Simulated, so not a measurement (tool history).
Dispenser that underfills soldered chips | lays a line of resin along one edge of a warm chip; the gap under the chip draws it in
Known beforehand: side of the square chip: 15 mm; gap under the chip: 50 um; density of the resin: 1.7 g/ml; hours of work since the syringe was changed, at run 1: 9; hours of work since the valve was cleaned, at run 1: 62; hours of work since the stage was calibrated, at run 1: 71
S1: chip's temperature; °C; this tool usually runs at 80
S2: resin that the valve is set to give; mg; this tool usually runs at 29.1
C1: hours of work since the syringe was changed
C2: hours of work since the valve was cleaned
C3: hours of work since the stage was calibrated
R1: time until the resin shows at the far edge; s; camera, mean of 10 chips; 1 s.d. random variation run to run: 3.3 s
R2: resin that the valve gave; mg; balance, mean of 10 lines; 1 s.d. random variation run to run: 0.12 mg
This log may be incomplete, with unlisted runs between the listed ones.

Run 1, day 0.000: usual settings; C1 9; C2 62; C3 71. Result: R1 488.3 s, R2 27.40 mg.
At day 0.100: new syringe of resin.
Run 2, day 0.229: usual settings but S2 27.3 mg; C1 3; C2 66; C3 75. Result: R1 386.4 s, R2 25.57 mg.
Run 3, day 0.454: usual settings but S2 27.3 mg; C1 7; C2 70; C3 80. Result: R1 449.7 s, R2 25.41 mg.
At day 0.675: new syringe of resin.
Run 4, day 0.675: usual settings; C1 0; C2 74; C3 84. Result: R1 335.9 s, R2 27.14 mg.
Run 5, day 0.792: usual settings; C1 2; C2 77; C3 86. Result: R1 367.8 s, R2 26.94 mg.
Run 6, day 0.942: usual settings but S1 68 °C; C1 5; C2 79; C3 89. Result: R1 573.2 s, R2 27.18 mg.
Run 7, day 1.054: usual settings but S1 68 °C; C1 7; C2 82; C3 91. Result: R1 631.9 s, R2 26.99 mg.
At day 1.254: new syringe of resin.
Run 8, day 1.271: usual settings but S1 68 °C; C1 0; C2 86; C3 95. Result: R1 481.7 s, R2 26.88 mg.
Run 9, day 1.492: usual settings but S1 76 °C; C1 5; C2 90; C3 99. Result: R1 440.5 s, R2 26.77 mg.
Run 10, day 1.738: usual settings but S1 76 °C; C1 9; C2 95; C3 104. Result: R1 545.2 s, R2 26.64 mg.
At day 1.817: new syringe of resin.
Run 11, day 1.979: usual settings but S1 76 °C; C1 3; C2 99; C3 108. Result: R1 431.5 s, R2 26.56 mg.
At day 2.071: dispensing valve cleaned and set on the balance.
Run 12, day 2.267: usual settings but S1 76 °C; C1 8; C2 4; C3 113. Result: R1 503.9 s, R2 29.08 mg.
At day 2.433: new syringe of resin.
Run 13, day 2.512: usual settings; C1 2; C2 8; C3 117. Result: R1 345.9 s, R2 28.82 mg.
Run 14, day 2.650: usual settings; C1 4; C2 11; C3 120. Result: R1 392.0 s, R2 28.73 mg.
Run 15, day 2.779: usual settings but S1 90 °C; C1 7; C2 13; C3 123. Result: R1 323.7 s, R2 28.86 mg.
At day 3.000: new syringe of resin.
Run 16, day 3.000: usual settings but S1 90 °C; C1 0; C2 17; C3 127. Result: R1 250.6 s, R2 28.67 mg.
Run 17, day 3.246: usual settings but S1 84 °C; C1 5; C2 22; C3 131. Result: R1 348.1 s, R2 28.50 mg.
Run 18, day 3.450: usual settings but S1 84 °C; C1 9; C2 26; C3 135. Result: R1 425.0 s, R2 28.56 mg.
At day 3.567: new syringe of resin.
Run 19, day 3.692: usual settings but S1 87 °C, S2 30.0 mg; C1 2; C2 30; C3 140. Result: R1 300.9 s, R2 29.18 mg.
Run 20, day 3.896: usual settings but S2 37.4 mg; C1 6; C2 34; C3 143. Result: R1 407.5 s, R2 36.23 mg.
Run 21, day 4.075: usual settings but S2 37.4 mg; C1 10; C2 38; C3 147. Result: R1 472.9 s, R2 36.31 mg.
At day 4.133: new syringe of resin.
Run 22, day 4.300: usual settings but S1 65 °C, S2 28.6 mg; C1 3; C2 42; C3 151. Result: R1 590.5 s, R2 27.48 mg.
Run 23, day 4.462: usual settings but S1 65 °C, S2 27.9 mg; C1 6; C2 45; C3 154. Result: R1 663.5 s, R2 26.88 mg.
Run 24, day 4.579: usual settings but S1 71 °C, S2 24.7 mg; C1 9; C2 47; C3 156. Result: R1 626.6 s, R2 23.71 mg.
At day 4.700: new syringe of resin.
Run 25, day 4.700: usual settings but S1 71 °C, S2 24.7 mg; C1 0; C2 49; C3 158. Result: R1 433.8 s, R2 23.63 mg.
Run 26, day 4.875: usual settings but S1 68 °C, S2 34.3 mg; C1 3; C2 53; C3 162. Result: R1 509.2 s, R2 32.63 mg.
Run 27, day 4.983: usual settings but S1 85 °C, S2 27.0 mg; C1 5; C2 55; C3 164. Result: R1 344.8 s, R2 25.72 mg.
Run 28, day 5.138: usual settings but S1 68 °C, S2 30.2 mg; C1 8; C2 58; C3 167. Result: R1 645.5 s, R2 28.60 mg.
At day 5.275: new syringe of resin.
Run 29, day 5.279: usual settings but S1 67 °C, S2 30.1 mg; C1 0; C2 60; C3 169. Result: R1 489.1 s, R2 28.61 mg.
Run 30, day 5.446: usual settings but S2 26.8 mg; C1 3; C2 63; C3 172. Result: R1 392.3 s, R2 25.46 mg.
Run 31, day 5.562: usual settings but S1 68 °C, S2 32.0 mg; C1 6; C2 65; C3 175. Result: R1 581.9 s, R2 30.15 mg.
Run 32, day 5.721: usual settings but S1 68 °C, S2 32.0 mg; C1 9; C2 69; C3 178. Result: R1 660.8 s, R2 30.09 mg.
At day 5.842: new syringe of resin.
Run 33, day 5.888: usual settings but S1 93 °C, S2 34.8 mg; C1 1; C2 71; C3 181. Result: R1 231.5 s, R2 32.54 mg.
Run 34, day 6.012: usual settings but S1 78 °C, S2 25.8 mg; C1 3; C2 74; C3 183. Result: R1 410.0 s, R2 24.10 mg.
Run 35, day 6.238: usual settings but S2 35.2 mg; C1 8; C2 78; C3 187. Result: R1 439.4 s, R2 32.55 mg.
At day 6.408: new syringe of resin.
Run 36, day 6.471: usual settings but S2 35.2 mg; C1 1; C2 82; C3 192. Result: R1 335.5 s, R2 32.39 mg.

How the hidden state differs across the entries between the runs, from the last listed run before each to the first after it:
After run 1, before run 2: new syringe of resin (day 0.100)
  resin's viscosity, % of fresh resin's: 146.2 -> 112; dose that the valve gives, % of what is set: 94.44 -> 94.08; true chip temperature over the reading, C: 0.54 -> 0.56
  measured result minus the result with no hidden state, R1: +152.2 -> +40.8 s; R2: -1.61 -> -1.61 mg
After run 3, before run 4: new syringe of resin (day 0.675)
  resin's viscosity, % of fresh resin's: 133.5 -> 99.9; dose that the valve gives, % of what is set: 93.7 -> 93.36; true chip temperature over the reading, C: 0.58 -> 0.59
  measured result minus the result with no hidden state, R1: +112.2 -> -2.2 s; R2: -1.70 -> -1.92 mg
After run 7, before run 8: new syringe of resin (day 1.254)
  resin's viscosity, % of fresh resin's: 133.9 -> 100.6; dose that the valve gives, % of what is set: 92.73 -> 92.38; true chip temperature over the reading, C: 0.62 -> 0.64
  measured result minus the result with no hidden state, R1: +157.1 -> +0.0 s; R2: -2.11 -> -2.22 mg
After run 10, before run 11: new syringe of resin (day 1.817)
  resin's viscosity, % of fresh resin's: 144.5 -> 115.8; dose that the valve gives, % of what is set: 91.63 -> 91.27; true chip temperature over the reading, C: 0.68 -> 0.69
  measured result minus the result with no hidden state, R1: +166.6 -> +57.7 s; R2: -2.44 -> -2.55 mg
After run 11, before run 12: dispensing valve cleaned and set on the balance (day 2.071)
  resin's viscosity, % of fresh resin's: 115.8 -> 140; dose that the valve gives, % of what is set: 91.27 -> 99.61; true chip temperature over the reading, C: 0.69 -> 0.71
  measured result minus the result with no hidden state, R1: +57.7 -> +136.4 s; R2: -2.55 -> -0.11 mg
After run 12, before run 13: new syringe of resin (day 2.433)
  resin's viscosity, % of fresh resin's: 140 -> 106.4; dose that the valve gives, % of what is set: 99.61 -> 99.19; true chip temperature over the reading, C: 0.71 -> 0.73
  measured result minus the result with no hidden state, R1: +136.4 -> +14.4 s; R2: -0.11 -> -0.24 mg
After run 15, before run 16: new syringe of resin (day 3.000)
  resin's viscosity, % of fresh resin's: 131.1 -> 100.8; dose that the valve gives, % of what is set: 98.74 -> 98.38; true chip temperature over the reading, C: 0.75 -> 0.77
  measured result minus the result with no hidden state, R1: +72.1 -> -2.6 s; R2: -0.37 -> -0.47 mg
After run 18, before run 19: new syringe of resin (day 3.567)
  resin's viscosity, % of fresh resin's: 143 -> 110.6; dose that the valve gives, % of what is set: 97.62 -> 97.23; true chip temperature over the reading, C: 0.81 -> 0.83
  measured result minus the result with no hidden state, R1: +122.2 -> +23.5 s; R2: -0.70 -> -0.84 mg
After run 21, before run 22: new syringe of resin (day 4.133)
  resin's viscosity, % of fresh resin's: 149.2 -> 114.1; dose that the valve gives, % of what is set: 96.61 -> 96.28; true chip temperature over the reading, C: 0.86 -> 0.87
  measured result minus the result with no hidden state, R1: +148.1 -> +62.0 s; R2: -1.28 -> -1.06 mg
After run 24, before run 25: new syringe of resin (day 4.700)
  resin's viscosity, % of fresh resin's: 141.4 -> 98.4; dose that the valve gives, % of what is set: 95.8 -> 95.61
  measured result minus the result with no hidden state, R1: +177.5 -> -12.9 s; R2: -1.05 -> -1.09 mg
After run 28, before run 29: new syringe of resin (day 5.275)
  resin's viscosity, % of fresh resin's: 138.1 -> 102.3; dose that the valve gives, % of what is set: 94.88 -> 94.68; true chip temperature over the reading, C: 0.94 -> 0.95
  measured result minus the result with no hidden state, R1: +168.0 -> +0.4 s; R2: -1.54 -> -1.60 mg
After run 32, before run 33: new syringe of resin (day 5.842)
  resin's viscosity, % of fresh resin's: 144.1 -> 104.3; dose that the valve gives, % of what is set: 93.97 -> 93.69; true chip temperature over the reading, C: 0.98 -> 0.99
  measured result minus the result with no hidden state, R1: +191.0 -> +4.5 s; R2: -1.93 -> -2.19 mg
After run 35, before run 36: new syringe of resin (day 6.408)
  resin's viscosity, % of fresh resin's: 136.7 -> 102.9; dose that the valve gives, % of what is set: 93.1 -> 92.69; true chip temperature over the reading, C: 1.02 -> 1.04
  measured result minus the result with no hidden state, R1: +109.6 -> +1.1 s; R2: -2.41 -> -2.56 mg
